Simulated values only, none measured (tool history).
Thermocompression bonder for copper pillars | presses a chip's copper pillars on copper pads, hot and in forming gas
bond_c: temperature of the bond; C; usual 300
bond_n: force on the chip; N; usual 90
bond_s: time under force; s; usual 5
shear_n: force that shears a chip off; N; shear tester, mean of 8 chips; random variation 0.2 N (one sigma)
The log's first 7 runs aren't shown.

run    hour  bond_c  bond_n  bond_s  shear_n
  8   383.2     300      90       5     46.8
  9   435.9     300      90       5     46.3
      481.4  -- forming gas filter changed
 10   483.7     295      90       5     44.7
 11   540.5     295      90      15     66.2
 12   584.2     295      90      15     66.3
 13   623.1     295      90      15     66.6
 14   707.8     286      90       5     40.8
 15   755.4     286      90       5     40.5
 16     812     300      90       3     37.7
 17   874.3     300      90       5     46.6
 18   958.4     300      90       5       47
 19  1021.5     300     134       5     59.1
 20  1108.3     300     134       5     58.6
     1115.3  -- force cell calibrated
     1179.5  -- forming gas filter changed
 21  1188.3     300      80       4     39.9
 22  1277.5     327     101      15     85.9
 23  1348.7     327     101      15     86.2
 24  1433.5     312      56       9     48.3
 25  1470.5     312      56       9     48.7
 26    1536     312      56       9     48.6
     1543.3  -- heater calibrated with a thermocouple chip
 27    1597     308      55      13     53.4
 28  1637.3     308      56      13     53.6

The next listed run, before its measurement:
 29  1675.3     317     104       7        ?

{"run 29": {"shear_n": 65.6}}
Without the tool's hidden state the same run would have given shear_n 65.8 N.

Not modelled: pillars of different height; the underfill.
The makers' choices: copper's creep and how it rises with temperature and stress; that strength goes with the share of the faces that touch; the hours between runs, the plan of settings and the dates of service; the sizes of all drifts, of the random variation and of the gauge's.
